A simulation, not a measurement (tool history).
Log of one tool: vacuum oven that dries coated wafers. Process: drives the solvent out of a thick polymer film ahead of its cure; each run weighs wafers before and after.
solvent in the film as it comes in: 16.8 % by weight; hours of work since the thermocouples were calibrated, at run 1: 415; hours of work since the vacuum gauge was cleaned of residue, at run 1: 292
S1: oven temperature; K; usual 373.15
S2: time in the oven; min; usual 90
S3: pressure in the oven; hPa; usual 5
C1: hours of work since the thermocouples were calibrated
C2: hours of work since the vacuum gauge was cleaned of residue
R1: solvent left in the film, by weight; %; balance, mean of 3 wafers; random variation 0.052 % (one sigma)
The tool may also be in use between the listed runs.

run,hour,S1,S2,S3,C1,C2,R1
1,0,373.15,90,5,415,292,1.67
2,8.9,373.15,90,5,419,296,1.62
3,26.8,373.15,90,5,426,304,1.77
4,42,373.15,90,5,433,310,1.77
5,58.2,373.15,90,5,440,317,1.69
6,71.7,373.15,90,5,446,323,1.79
7,86.2,373.15,97,5,452,329,1.49
8,107.1,373.15,97,5,461,338,1.5
9,118.2,373.15,90,5.83,465,343,1.83
10,127.3,373.15,90,5.83,469,346,1.79
11,140.8,370.15,90,5,475,352,2.27
12,150.8,370.15,90,5,479,357,2.33
13,171.2,370.15,90,5,488,365,2.23
14,181.9,370.15,90,5,493,370,2.36
# hour 184.6: vacuum gauge cleaned of residue and calibrated
15,197.1,370.15,90,5,499,5,2.39
16,218.5,373.15,90,13.14,508,15,2.45
17,232.6,373.15,90,5,514,21,1.78
18,244.9,373.15,90,8.11,519,26,2.09
19,262.7,373.15,90,5,526,33,1.76
# hour 276.5: vacuum gauge cleaned of residue and calibrated, once more
20,284.6,373.15,90,5,535,3,1.57
21,296.2,373.15,90,5,540,8,1.69
22,314.3,373.15,119,5,548,16,1.02
23,332.9,373.15,90,7.48,556,24,1.9
24,351.2,363.15,90,5,564,32,3.73
25,371.7,379.15,136,3.25,572,41,0.38
26,389,366.15,90,5,580,48,3.18
27,400,373.15,90,9.44,584,53,2.01
28,416.7,372.15,90,7.24,592,60,2.02
29,426.6,361.15,151,10.91,596,64,3.03
30,439.1,361.15,151,10.91,601,69,2.9
31,452.8,361.15,113,3.53,607,75,3.25
# hour 471.9: oven's thermocouples calibrated
32,474.9,361.15,113,9.34,1,84,3.43
33,486.6,373.15,90,7.63,6,89,1.65
34,503.6,376.15,56,14.92,14,96,3.19
35,516.7,372.15,90,5,19,102,1.57
36,532.9,372.15,90,5,26,109,1.68
37,548.9,372.15,90,5,33,115,1.66
38,557.7,375.15,90,5,37,119,1.25
39,572.6,374.15,90,5,43,125,1.27
40,589.5,374.15,90,17.85,50,133,2.32
41,604,374.15,90,17.85,56,139,2.32
42,617.9,374.15,128,18.53,62,145,1.8
43,628,373.15,84,16.9,67,149,2.54
44,642.9,373.15,54,4.81,73,155,3.43
45,661.3,373.15,90,3.33,81,163,1.4
46,680.1,373.15,90,3.33,89,171,1.43

The same runs without the tool's hidden state, with the same run-to-run variation:
The hidden state here: true wafer temperature over the reading, C; true pressure over the reading, kPa; drift of the gauge itself on solvent_pct, %.
run,R1
1,1.43
2,1.38
3,1.53
4,1.51
5,1.44
6,1.53
7,1.25
8,1.26
9,1.56
10,1.52
11,1.96
12,2.01
13,1.92
14,2.03
15,2.02
16,2.1
17,1.45
18,1.75
19,1.43
20,1.36
21,1.48
22,0.88
23,1.67
24,3.36
25,0.33
26,2.83
27,1.76
28,1.76
29,2.7
30,2.57
31,2.87
32,3.41
33,1.63
34,3.17
35,1.55
36,1.65
37,1.63
38,1.23
39,1.24
40,2.28
41,2.28
42,1.76
43,2.49
44,3.37
45,1.36
46,1.37
